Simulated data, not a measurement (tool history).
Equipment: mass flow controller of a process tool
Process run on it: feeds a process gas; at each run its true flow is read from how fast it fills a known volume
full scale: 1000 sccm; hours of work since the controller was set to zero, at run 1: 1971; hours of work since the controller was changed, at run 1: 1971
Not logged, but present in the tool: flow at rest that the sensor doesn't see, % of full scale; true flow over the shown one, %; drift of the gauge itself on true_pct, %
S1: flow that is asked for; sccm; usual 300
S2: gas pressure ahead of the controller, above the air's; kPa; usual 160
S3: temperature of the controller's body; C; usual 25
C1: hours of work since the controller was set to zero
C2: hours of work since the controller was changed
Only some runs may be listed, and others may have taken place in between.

run 1 day=0.000 | S1=300 S2=160 S3=25 | C1=1971 C2=1971 | true_flow_(%)=98.81
run 2 day=3.279 | S1=300 S2=160 S3=25 | C1=1995 C2=1995 | true_flow_(%)=98.76
run 3 day=5.946 | S1=300 S2=160 S3=25 | C1=2015 C2=2015 | true_flow_(%)=98.65
run 4 day=12.100 | S1=300 S2=160 S3=25 | C1=2062 C2=2062 | true_flow_(%)=98.66
run 5 day=18.525 | S1=300 S2=160 S3=25 | C1=2110 C2=2110 | true_flow_(%)=98.79
run 6 day=22.083 | S1=300 S2=160 S3=25 | C1=2137 C2=2137 | true_flow_(%)=98.85
run 7 day=28.342 | S1=300 S2=160 S3=25 | C1=2184 C2=2184 | true_flow_(%)=98.73
run 8 day=31.346 | S1=300 S2=160 S3=25 | C1=2206 C2=2206 | true_flow_(%)=98.76
run 9 day=37.038 | S1=300 S2=160 S3=25 | C1=2249 C2=2249 | true_flow_(%)=98.70
run 10 day=39.788 | S1=300 S2=160 S3=25 | C1=2270 C2=2270 | true_flow_(%)=98.73
run 11 day=43.854 | S1=300 S2=160 S3=38 | C1=2301 C2=2301 | true_flow_(%)=98.45
run 12 day=50.338 | S1=300 S2=160 S3=38 | C1=2349 C2=2349 | true_flow_(%)=98.45
run 13 day=53.154 | S1=300 S2=160 S3=38 | C1=2370 C2=2370 | true_flow_(%)=98.42
run 14 day=55.829 | S1=300 S2=160 S3=38 | C1=2391 C2=2391 | true_flow_(%)=98.31
run 15 day=61.442 | S1=300 S2=160 S3=38 | C1=2433 C2=2433 | true_flow_(%)=98.45
run 16 day=66.925 | S1=300 S2=160 S3=25 | C1=2474 C2=2474 | true_flow_(%)=98.84
run 17 day=72.667 | S1=300 S2=160 S3=25 | C1=2517 C2=2517 | true_flow_(%)=98.67
run 18 day=76.225 | S1=300 S2=160 S3=25 | C1=2544 C2=2544 | true_flow_(%)=98.78
run 19 day=81.496 | S1=300 S2=160 S3=25 | C1=2584 C2=2584 | true_flow_(%)=98.72
run 20 day=86.533 | S1=300 S2=160 S3=25 | C1=2622 C2=2622 | true_flow_(%)=98.65
run 21 day=92.504 | S1=300 S2=160 S3=24 | C1=2667 C2=2667 | true_flow_(%)=98.75
run 22 day=97.829 | S1=300 S2=160 S3=32 | C1=2707 C2=2707 | true_flow_(%)=98.47
run 23 day=101.950 | S1=300 S2=160 S3=32 | C1=2738 C2=2738 | true_flow_(%)=98.55
run 24 day=105.742 | S1=300 S2=160 S3=32 | C1=2766 C2=2766 | true_flow_(%)=98.50
run 25 day=111.021 | S1=300 S2=160 S3=32 | C1=2806 C2=2806 | true_flow_(%)=98.58
run 26 day=117.296 | S1=365 S2=217 S3=32 | C1=2853 C2=2853 | true_flow_(%)=98.25
run 27 day=122.579 | S1=300 S2=241 S3=25 | C1=2893 C2=2893 | true_flow_(%)=98.15
run 28 day=127.717 | S1=316 S2=145 S3=30 | C1=2932 C2=2932 | true_flow_(%)=98.59
run 29 day=133.842 | S1=300 S2=160 S3=29 | C1=2978 C2=2978 | true_flow_(%)=98.63
run 30 day=138.379 | S1=232 S2=200 S3=29 | C1=3012 C2=3012 | true_flow_(%)=98.13
run 31 day=142.529 | S1=232 S2=200 S3=29 | C1=3043 C2=3043 | true_flow_(%)=98.05
run 32 day=145.846 | S1=232 S2=200 S3=29 | C1=3068 C2=3068 | true_flow_(%)=98.21
run 33 day=150.683 | S1=232 S2=200 S3=29 | C1=3104 C2=3104 | true_flow_(%)=98.19
run 34 day=154.162 | S1=232 S2=200 S3=29 | C1=3131 C2=3131 | true_flow_(%)=98.18
run 35 day=160.658 | S1=300 S2=160 S3=31 | C1=3179 C2=3179 | true_flow_(%)=98.55
run 36 day=163.846 | S1=300 S2=160 S3=31 | C1=3203 C2=3203 | true_flow_(%)=98.59
run 37 day=170.200 | S1=260 S2=140 S3=33 | C1=3251 C2=3251 | true_flow_(%)=98.53
run 38 day=174.638 | S1=159 S2=274 S3=29 | C1=3285 C2=3285 | true_flow_(%)=97.41
run 39 day=179.604 | S1=300 S2=156 S3=40 | C1=3322 C2=3322 | true_flow_(%)=98.27
run 40 day=183.088 | S1=502 S2=176 S3=22 | C1=3348 C2=3348 | true_flow_(%)=98.96
run 41 day=188.267 | S1=484 S2=158 S3=24 | C1=3387 C2=3387 | true_flow_(%)=99.23
run 42 day=193.904 | S1=484 S2=158 S3=24 | C1=3430 C2=3430 | true_flow_(%)=99.16
run 43 day=200.062 | S1=101 S2=160 S3=22 | C1=3476 C2=3476 | true_flow_(%)=98.41
run 44 day=205.700 | S1=101 S2=160 S3=22 | C1=3518 C2=3518 | true_flow_(%)=98.16
run 45 day=210.675 | S1=158 S2=160 S3=25 | C1=3556 C2=3556 | true_flow_(%)=98.35
run 46 day=214.938 | S1=101 S2=160 S3=25 | C1=3588 C2=3588 | true_flow_(%)=98.30
run 47 day=219.004 | S1=256 S2=160 S3=25 | C1=3618 C2=3618 | true_flow_(%)=98.60
run 48 day=224.142 | S1=256 S2=160 S3=25 | C1=3657 C2=3657 | true_flow_(%)=98.60

Branching from run 48: 3 alternative next runs. What would each branch give?
run A day=228.633 | S1=221 S2=160 S3=24 | C1=3691 C2=3691 | true_flow_(%)=?
run B day=228.633 | S1=214 S2=160 S3=22 | C1=3691 C2=3691 | true_flow_(%)=?
run C day=228.633 | S1=300 S2=175 S3=25 | C1=3691 C2=3691 | true_flow_(%)=?

run=A true_flow_(%)=98.56
run=B true_flow_(%)=98.60
run=C true_flow_(%)=98.69
Stripped of hidden state, with their random variation kept, the same runs would have yielded:
run=A true_flow_(%)=98.58
run=B true_flow_(%)=98.63
run=C true_flow_(%)=98.71

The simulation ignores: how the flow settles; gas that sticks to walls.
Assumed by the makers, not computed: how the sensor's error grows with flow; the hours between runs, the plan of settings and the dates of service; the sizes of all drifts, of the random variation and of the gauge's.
